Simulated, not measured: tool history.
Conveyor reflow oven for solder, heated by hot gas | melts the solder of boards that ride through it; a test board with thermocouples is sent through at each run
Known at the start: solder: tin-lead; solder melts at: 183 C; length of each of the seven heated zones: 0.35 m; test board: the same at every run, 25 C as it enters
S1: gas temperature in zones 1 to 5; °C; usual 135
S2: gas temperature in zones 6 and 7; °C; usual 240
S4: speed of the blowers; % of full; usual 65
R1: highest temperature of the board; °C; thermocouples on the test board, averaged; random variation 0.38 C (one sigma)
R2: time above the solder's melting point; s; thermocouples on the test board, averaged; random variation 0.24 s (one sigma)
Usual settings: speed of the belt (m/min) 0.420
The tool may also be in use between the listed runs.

run 1 hour=0.0 | S1=135 S2=240 speed_of_the_belt_(m/min)=0.420 S4=65 | R1=220.3 R2=77.6
run 2 hour=7.6 | S1=135 S2=240 speed_of_the_belt_(m/min)=0.420 S4=65 | R1=221.9 R2=77.9
run 3 hour=15.3 | S1=135 S2=240 speed_of_the_belt_(m/min)=0.420 S4=65 | R1=220.8 R2=77.6
run 4 hour=19.7 | S1=135 S2=240 speed_of_the_belt_(m/min)=0.420 S4=65 | R1=220.6 R2=77.7
run 5 hour=24.0 | S1=135 S2=240 speed_of_the_belt_(m/min)=0.420 S4=65 | R1=221.2 R2=77.4
run 6 hour=33.1 | S1=135 S2=240 speed_of_the_belt_(m/min)=0.420 S4=65 | R1=220.8 R2=77.3
run 7 hour=38.0 | S1=135 S2=240 speed_of_the_belt_(m/min)=0.420 S4=75 | R1=224.2 R2=80.6
run 8 hour=46.2 | S1=135 S2=240 speed_of_the_belt_(m/min)=0.420 S4=65 | R1=221.1 R2=77.6
run 9 hour=55.0 | S1=135 S2=240 speed_of_the_belt_(m/min)=0.420 S4=65 | R1=221.0 R2=77.2
run 10 hour=60.9 | S1=135 S2=240 speed_of_the_belt_(m/min)=0.420 S4=65 | R1=220.3 R2=77.3
run 11 hour=69.6 | S1=135 S2=247 speed_of_the_belt_(m/min)=0.420 S4=65 | R1=227.6 R2=83.3
run 12 hour=75.5 | S1=135 S2=236 speed_of_the_belt_(m/min)=0.420 S4=65 | R1=217.9 R2=73.8
run 13 hour=81.4 | S1=135 S2=236 speed_of_the_belt_(m/min)=0.420 S4=65 | R1=217.3 R2=73.7
run 14 hour=90.2 | S1=135 S2=236 speed_of_the_belt_(m/min)=0.420 S4=65 | R1=217.8 R2=74.1
run 15 hour=95.7 | S1=135 S2=236 speed_of_the_belt_(m/min)=0.420 S4=65 | R1=218.2 R2=73.6
run 16 hour=101.7 | S1=135 S2=236 speed_of_the_belt_(m/min)=0.420 S4=65 | R1=217.7 R2=73.8
run 17 hour=107.5 | S1=146 S2=232 speed_of_the_belt_(m/min)=0.350 S4=88 | R1=224.7 R2=105.2
run 18 hour=115.0 | S1=135 S2=241 speed_of_the_belt_(m/min)=0.352 S4=65 | R1=227.4 R2=99.4
run 19 hour=122.7 | S1=135 S2=240 speed_of_the_belt_(m/min)=0.390 S4=54 | R1=220.1 R2=82.3
run 20 hour=131.8 | S1=122 S2=240 speed_of_the_belt_(m/min)=0.421 S4=61 | R1=216.5 R2=67.0
run 21 hour=137.7 | S1=135 S2=240 speed_of_the_belt_(m/min)=0.420 S4=76 | R1=223.8 R2=80.1
run 22 hour=147.3 | S1=124 S2=252 speed_of_the_belt_(m/min)=0.413 S4=67 | R1=231.0 R2=83.2
run 23 hour=154.5 | S1=148 S2=240 speed_of_the_belt_(m/min)=0.420 S4=65 | R1=223.6 R2=85.7
run 24 hour=162.0 | S1=148 S2=240 speed_of_the_belt_(m/min)=0.427 S4=85 | R1=227.3 R2=87.6
run 25 hour=171.4 | S1=121 S2=240 speed_of_the_belt_(m/min)=0.477 S4=56 | R1=208.7 R2=49.0
run 26 hour=179.9 | S1=135 S2=240 speed_of_the_belt_(m/min)=0.412 S4=65 | R1=221.1 R2=79.7
run 27 hour=188.2 | S1=147 S2=240 speed_of_the_belt_(m/min)=0.412 S4=82 | R1=227.5 R2=90.8
run 28 hour=196.1 | S1=147 S2=240 speed_of_the_belt_(m/min)=0.412 S4=82 | R1=227.3 R2=91.0
run 29 hour=204.5 | S1=147 S2=240 speed_of_the_belt_(m/min)=0.412 S4=82 | R1=227.6 R2=90.6
run 30 hour=211.8 | S1=131 S2=240 speed_of_the_belt_(m/min)=0.355 S4=69 | R1=227.3 R2=96.5
run 31 hour=218.8 | S1=127 S2=254 speed_of_the_belt_(m/min)=0.426 S4=78 | R1=235.7 R2=84.8
run 32 hour=226.6 | S1=123 S2=254 speed_of_the_belt_(m/min)=0.426 S4=78 | R1=235.1 R2=82.6

3 ways to go on from here, each from the tool as it stands after run 32. What would each give?
run A hour=234.1 | S1=135 S2=240 speed_of_the_belt_(m/min)=0.367 S4=65 | R1=? R2=?
run B hour=234.1 | S1=127 S2=243 speed_of_the_belt_(m/min)=0.426 S4=52 | R1=? R2=?
run C hour=234.1 | S1=123 S2=248 speed_of_the_belt_(m/min)=0.426 S4=78 | R1=? R2=?

run=A R1=225.2 R2=93.2
run=B R1=216.6 R2=66.9
run=C R1=228.5 R2=78.7
Without the tool's hidden state the same runs would have given:
run=A R1=226.4 R2=94.1
run=B R1=217.8 R2=68.1
run=C R1=230.0 R2=79.7
